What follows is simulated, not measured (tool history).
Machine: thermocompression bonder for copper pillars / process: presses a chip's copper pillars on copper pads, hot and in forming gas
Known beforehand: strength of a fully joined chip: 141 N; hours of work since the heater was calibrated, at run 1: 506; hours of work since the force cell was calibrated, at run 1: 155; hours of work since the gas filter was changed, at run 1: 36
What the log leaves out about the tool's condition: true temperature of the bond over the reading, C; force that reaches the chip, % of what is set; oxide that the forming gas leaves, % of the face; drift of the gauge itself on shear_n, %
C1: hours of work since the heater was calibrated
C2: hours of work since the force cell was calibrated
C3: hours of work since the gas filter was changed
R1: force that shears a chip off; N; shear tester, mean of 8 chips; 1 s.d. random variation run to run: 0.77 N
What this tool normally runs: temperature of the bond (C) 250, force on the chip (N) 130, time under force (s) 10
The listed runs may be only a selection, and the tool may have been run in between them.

{"run": 1, "hour": 0.0, "temperature of the bond (C)": 250, "force on the chip (N)": 130, "time under force (s)": 10, "C1": 506, "C2": 155, "C3": 36, "R1": 66.0}
{"run": 2, "hour": 7.1, "temperature of the bond (C)": 250, "force on the chip (N)": 130, "time under force (s)": 10, "C1": 510, "C2": 159, "C3": 40, "R1": 66.8}
{"run": 3, "hour": 14.6, "temperature of the bond (C)": 250, "force on the chip (N)": 90, "time under force (s)": 10, "C1": 514, "C2": 164, "C3": 44, "R1": 55.9}
{"run": 4, "hour": 20.4, "temperature of the bond (C)": 250, "force on the chip (N)": 90, "time under force (s)": 10, "C1": 517, "C2": 167, "C3": 47, "R1": 55.1}
{"run": 5, "hour": 29.2, "temperature of the bond (C)": 250, "force on the chip (N)": 90, "time under force (s)": 10, "C1": 522, "C2": 172, "C3": 52, "R1": 55.2}
{"run": 6, "hour": 39.1, "temperature of the bond (C)": 250, "force on the chip (N)": 90, "time under force (s)": 10, "C1": 528, "C2": 178, "C3": 58, "R1": 56.1}
{"run": 7, "hour": 44.1, "temperature of the bond (C)": 250, "force on the chip (N)": 130, "time under force (s)": 10, "C1": 531, "C2": 180, "C3": 61, "R1": 66.3}
{"run": 8, "hour": 54.5, "temperature of the bond (C)": 250, "force on the chip (N)": 130, "time under force (s)": 10, "C1": 537, "C2": 186, "C3": 66, "R1": 65.1}
{"hour": 56.6, "done": "force cell calibrated"}
{"run": 9, "hour": 62.9, "temperature of the bond (C)": 271, "force on the chip (N)": 130, "time under force (s)": 10, "C1": 541, "C2": 4, "C3": 70, "R1": 87.8}
{"run": 10, "hour": 67.9, "temperature of the bond (C)": 271, "force on the chip (N)": 130, "time under force (s)": 10, "C1": 543, "C2": 6, "C3": 73, "R1": 88.1}
{"run": 11, "hour": 80.1, "temperature of the bond (C)": 271, "force on the chip (N)": 130, "time under force (s)": 10, "C1": 550, "C2": 13, "C3": 80, "R1": 88.8}
{"hour": 87.6, "done": "force cell calibrated, once more"}
{"run": 12, "hour": 87.9, "temperature of the bond (C)": 271, "force on the chip (N)": 97, "time under force (s)": 15, "C1": 554, "C2": 0, "C3": 84, "R1": 89.7}
{"run": 13, "hour": 96.3, "temperature of the bond (C)": 271, "force on the chip (N)": 85, "time under force (s)": 9, "C1": 559, "C2": 5, "C3": 88, "R1": 70.9}
{"run": 14, "hour": 103.2, "temperature of the bond (C)": 250, "force on the chip (N)": 191, "time under force (s)": 10, "C1": 563, "C2": 9, "C3": 92, "R1": 81.4}
{"run": 15, "hour": 114.8, "temperature of the bond (C)": 250, "force on the chip (N)": 191, "time under force (s)": 10, "C1": 569, "C2": 15, "C3": 99, "R1": 79.5}
{"run": 16, "hour": 121.7, "temperature of the bond (C)": 250, "force on the chip (N)": 191, "time under force (s)": 14, "C1": 573, "C2": 19, "C3": 103, "R1": 86.6}
{"run": 17, "hour": 131.2, "temperature of the bond (C)": 250, "force on the chip (N)": 191, "time under force (s)": 14, "C1": 578, "C2": 25, "C3": 108, "R1": 87.8}
{"run": 18, "hour": 140.1, "temperature of the bond (C)": 232, "force on the chip (N)": 80, "time under force (s)": 8, "C1": 583, "C2": 30, "C3": 113, "R1": 34.3}
{"run": 19, "hour": 146.2, "temperature of the bond (C)": 249, "force on the chip (N)": 180, "time under force (s)": 16, "C1": 587, "C2": 33, "C3": 117, "R1": 88.0}
{"run": 20, "hour": 153.4, "temperature of the bond (C)": 263, "force on the chip (N)": 128, "time under force (s)": 11, "C1": 591, "C2": 37, "C3": 121, "R1": 81.5}
{"run": 21, "hour": 161.8, "temperature of the bond (C)": 235, "force on the chip (N)": 134, "time under force (s)": 20, "C1": 596, "C2": 42, "C3": 125, "R1": 68.8}
{"run": 22, "hour": 168.5, "temperature of the bond (C)": 235, "force on the chip (N)": 134, "time under force (s)": 20, "C1": 600, "C2": 46, "C3": 129, "R1": 69.3}

3 options for the next run, each taken on its own from the tool as it stands now. Forecast them:
{"run": "A", "hour": 180.6, "temperature of the bond (C)": 233, "force on the chip (N)": 130, "time under force (s)": 10, "C1": 606, "C2": 53, "C3": 136, "R1": "?"}
{"run": "B", "hour": 180.6, "temperature of the bond (C)": 228, "force on the chip (N)": 138, "time under force (s)": 10, "C1": 606, "C2": 53, "C3": 136, "R1": "?"}
{"run": "C", "hour": 180.6, "temperature of the bond (C)": 237, "force on the chip (N)": 130, "time under force (s)": 10, "C1": 606, "C2": 53, "C3": 136, "R1": "?"}

run=A R1=51.3
run=B R1=47.5
run=C R1=52.6
With no hidden state in the tool, these same runs would have given:
run=A R1=44.4
run=B R1=40.7
run=C R1=45.6
